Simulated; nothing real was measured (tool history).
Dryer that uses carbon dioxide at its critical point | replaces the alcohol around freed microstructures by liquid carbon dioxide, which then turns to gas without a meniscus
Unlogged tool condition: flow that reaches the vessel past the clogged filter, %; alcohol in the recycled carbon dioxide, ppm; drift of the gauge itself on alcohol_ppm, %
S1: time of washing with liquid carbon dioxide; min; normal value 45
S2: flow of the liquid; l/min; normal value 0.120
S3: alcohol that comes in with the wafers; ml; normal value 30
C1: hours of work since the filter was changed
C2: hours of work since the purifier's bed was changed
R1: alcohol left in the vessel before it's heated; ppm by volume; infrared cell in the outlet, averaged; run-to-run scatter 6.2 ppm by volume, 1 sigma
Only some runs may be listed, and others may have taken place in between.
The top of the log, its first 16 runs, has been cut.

run	day	S1	S2	S3	C1	C2	R1
17	26.246	45	0.120	30	267	947	697
# day 27.867: inlet filter changed
18	28.233	45	0.120	30	5	974	445
19	29.925	45	0.120	30	29	998	478
20	31.133	45	0.120	30	46	1015	497
21	32.625	45	0.120	30	67	1035	509
22	33.879	45	0.120	30	84	1053	520
23	35.550	45	0.090	30	108	1076	1255
24	36.979	45	0.170	30	128	1096	298
# day 38.529: purifier's bed changed
25	38.950	71	0.149	105	153	6	25
26	40.238	68	0.076	61	171	24	898
27	42.338	45	0.132	22	201	53	216
28	43.538	45	0.132	22	218	70	225
29	44.867	41	0.132	63	236	89	974
30	46.321	41	0.132	63	257	109	1030
31	48.096	50	0.114	63	281	134	895
# day 48.729: inlet filter changed
32	49.950	38	0.137	38	17	159	443
33	51.367	37	0.120	30	37	179	663
34	53.138	50	0.094	30	62	204	562

What does the tool deliver on the next run?
35	54.217	61	0.180	51	77	219	?

R1: 70 ppm by volume
With the hidden condition absent and the run-to-run variation left alone, this run would have shown R1 18 ppm by volume.

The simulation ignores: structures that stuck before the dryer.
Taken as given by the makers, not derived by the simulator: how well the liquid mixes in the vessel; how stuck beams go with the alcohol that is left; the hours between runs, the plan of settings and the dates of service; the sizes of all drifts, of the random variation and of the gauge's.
